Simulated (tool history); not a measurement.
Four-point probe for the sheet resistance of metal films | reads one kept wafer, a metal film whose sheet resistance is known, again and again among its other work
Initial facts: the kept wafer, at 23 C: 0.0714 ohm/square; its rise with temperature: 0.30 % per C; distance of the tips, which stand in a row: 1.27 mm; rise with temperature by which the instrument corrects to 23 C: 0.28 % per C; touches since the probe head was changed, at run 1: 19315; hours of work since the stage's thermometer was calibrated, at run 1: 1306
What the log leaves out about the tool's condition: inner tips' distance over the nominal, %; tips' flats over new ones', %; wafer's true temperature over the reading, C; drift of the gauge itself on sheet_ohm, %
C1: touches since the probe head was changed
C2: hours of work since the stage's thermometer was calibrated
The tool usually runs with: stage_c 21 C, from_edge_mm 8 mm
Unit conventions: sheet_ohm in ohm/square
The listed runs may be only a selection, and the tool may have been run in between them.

Run 1, hour 0: usual settings; C1 19315; C2 1306. Result: sheet_ohm 0.072261 ohm/square.
Run 2, hour 16.1: usual settings but from_edge_mm 31 mm; C1 19757; C2 1318. Result: sheet_ohm 0.071364 ohm/square.
Run 3, hour 34.3: usual settings but from_edge_mm 31 mm; C1 20259; C2 1333. Result: sheet_ohm 0.071359 ohm/square.
Run 4, hour 46.6: usual settings but from_edge_mm 31 mm; C1 20597; C2 1343. Result: sheet_ohm 0.071355 ohm/square.
Run 5, hour 60.1: usual settings but from_edge_mm 31 mm; C1 20969; C2 1353. Result: sheet_ohm 0.071392 ohm/square.
Run 6, hour 72.9: usual settings but stage_c 22 C, from_edge_mm 31 mm; C1 21319; C2 1363. Result: sheet_ohm 0.0714 ohm/square.
Run 7, hour 86.3: usual settings; C1 21689; C2 1374. Result: sheet_ohm 0.072242 ohm/square.
Run 8, hour 106.7: usual settings; C1 22249; C2 1390. Result: sheet_ohm 0.072261 ohm/square.
Run 9, hour 118.7: usual settings but from_edge_mm 19 mm; C1 22581; C2 1400. Result: sheet_ohm 0.071484 ohm/square.
Run 10, hour 129: usual settings; C1 22863; C2 1408. Result: sheet_ohm 0.072267 ohm/square.
Run 11, hour 151.2: usual settings; C1 23473; C2 1426. Result: sheet_ohm 0.072269 ohm/square.
Run 12, hour 162.7: usual settings; C1 23790; C2 1435. Result: sheet_ohm 0.072298 ohm/square.
Run 13, hour 180.3: usual settings; C1 24273; C2 1449. Result: sheet_ohm 0.072279 ohm/square.
At hour 182.7: stage's thermometer calibrated.
Run 14, hour 193.4: usual settings; C1 24620; C2 8. Result: sheet_ohm 0.072324 ohm/square.
Run 15, hour 213.1: usual settings; C1 25164; C2 24. Result: sheet_ohm 0.072326 ohm/square.
Run 16, hour 230.8: usual settings but stage_c 35 C, from_edge_mm 48 mm; C1 25649; C2 38. Result: sheet_ohm 0.071547 ohm/square.
Run 17, hour 244: usual settings but stage_c 28 C, from_edge_mm 31 mm; C1 26013; C2 49. Result: sheet_ohm 0.071484 ohm/square.
Run 18, hour 264.9: usual settings but stage_c 28 C, from_edge_mm 31 mm; C1 26588; C2 65. Result: sheet_ohm 0.071526 ohm/square.
Run 19, hour 274.9: usual settings but stage_c 30 C, from_edge_mm 3 mm; C1 26862; C2 73. Result: sheet_ohm 0.077721 ohm/square.
At hour 291.2: stage's thermometer calibrated, once more.
Run 20, hour 296.9: usual settings but stage_c 30 C, from_edge_mm 3 mm; C1 27454; C2 5. Result: sheet_ohm 0.077559 ohm/square.
Run 21, hour 315.2: usual settings but from_edge_mm 23 mm; C1 27959; C2 19. Result: sheet_ohm 0.071367 ohm/square.
Run 22, hour 332: usual settings but from_edge_mm 4 mm; C1 28421; C2 32. Result: sheet_ohm 0.074884 ohm/square.
Run 23, hour 355.2: usual settings but stage_c 22 C, from_edge_mm 5 mm; C1 29057; C2 51. Result: sheet_ohm 0.073657 ohm/square.
Run 24, hour 378.2: usual settings but stage_c 22 C, from_edge_mm 5 mm; C1 29692; C2 69. Result: sheet_ohm 0.073677 ohm/square.
Run 25, hour 388.3: usual settings but stage_c 22 C, from_edge_mm 5 mm; C1 29969; C2 77. Result: sheet_ohm 0.073683 ohm/square.
Run 26, hour 405.6: usual settings but stage_c 27 C; C1 30443; C2 91. Result: sheet_ohm 0.072292 ohm/square.
Run 27, hour 420.4: usual settings but stage_c 34 C, from_edge_mm 47 mm; C1 30851; C2 102. Result: sheet_ohm 0.071434 ohm/square.
Run 28, hour 442.8: usual settings but stage_c 34 C, from_edge_mm 47 mm; C1 31467; C2 120. Result: sheet_ohm 0.071406 ohm/square.
Run 29, hour 456.4: usual settings but stage_c 27 C, from_edge_mm 13 mm; C1 31841; C2 131. Result: sheet_ohm 0.071709 ohm/square.

Forecast each of these 5 alternatives for the next run:
Run A, hour 468.1: usual settings but from_edge_mm 10 mm; C1 32163; C2 140. Result: sheet_ohm ?.
Run B, hour 468.1: usual settings but stage_c 31 C, from_edge_mm 7 mm; C1 32163; C2 140. Result: sheet_ohm ?.
Run C, hour 468.1: usual settings but stage_c 19 C; C1 32163; C2 140. Result: sheet_ohm ?.
Run D, hour 468.1: usual settings but stage_c 28 C, from_edge_mm 5 mm; C1 32163; C2 140. Result: sheet_ohm ?.
Run E, hour 468.1: usual settings but stage_c 31 C; C1 32163; C2 140. Result: sheet_ohm ?.

run  sheet_ohm
  A   0.071901
  B   0.072616
  C   0.072205
  D   0.073738
  E   0.072347
With the hidden condition removed and each run's random variation left untouched, the same runs would have given:
run  sheet_ohm
  A   0.072011
  B   0.072727
  C   0.072315
  D   0.073851
  E   0.072457
